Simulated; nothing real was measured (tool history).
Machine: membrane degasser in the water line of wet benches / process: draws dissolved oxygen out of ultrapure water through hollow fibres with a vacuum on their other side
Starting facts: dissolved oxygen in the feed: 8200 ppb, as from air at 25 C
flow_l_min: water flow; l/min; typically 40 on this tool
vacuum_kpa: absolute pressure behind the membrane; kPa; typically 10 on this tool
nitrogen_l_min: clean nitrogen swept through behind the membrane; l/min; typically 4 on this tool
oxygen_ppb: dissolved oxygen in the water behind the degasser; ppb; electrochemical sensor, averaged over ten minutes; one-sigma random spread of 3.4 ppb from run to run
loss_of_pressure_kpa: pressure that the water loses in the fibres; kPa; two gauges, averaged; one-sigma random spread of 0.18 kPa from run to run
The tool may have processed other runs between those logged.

run	hour	flow_l_min	vacuum_kpa	nitrogen_l_min	oxygen_ppb	loss_of_pressure_kpa
1	0	40	10	4	338.8	35.32
2	65.2	33	10	4	227.1	28.98
3	154.2	33	10	4	230.6	29.11
4	215	33	10	7.1	176.4	29.6
5	260.5	33	10	7.1	180.8	28.85
6	326	33	10	7.1	176.4	29.06
7	434.9	33	10	7.1	176	29.24
8	509.2	33	10	7.1	175.1	29.42
9	558.5	33	10	7.1	178.4	29.38
10	652	40	13.7	4	415.9	35.84
11	741.4	40	13.7	4	418.9	35.91
12	834.3	43	13.7	4	473.5	38.8
13	911.4	43	13.7	4	473.9	38.62
14	961.3	43	13.7	4	469.5	38.64
15	1013.7	43	13.7	4	483.9	39.1
16	1089.7	40	10	4	339.9	36.5
17	1137.7	40	10	4	342.8	36.51
# hour 1161.9: gauge calibrated
18	1198.3	38	10	10.66	216.5	33.59
19	1288.8	38	10	10.66	222	33.58
20	1377.5	38	10	10.66	215.5	33.71
21	1458.2	31	8	1.81	262.8	27.74
22	1503.1	39	15.1	2.35	585.8	34.45
23	1556.9	39	7.4	2.35	325.6	34.74

The next listed run, before its measurement:
24	1648.1	39	7.4	2.35	?	?

{"run 24": {"oxygen_ppb": 328, "loss_of_pressure_kpa": 34.73}}
With the hidden condition absent and the run-to-run variation left alone, this run would have shown oxygen_ppb 327.4 ppb, loss_of_pressure_kpa 34.32 kPa.
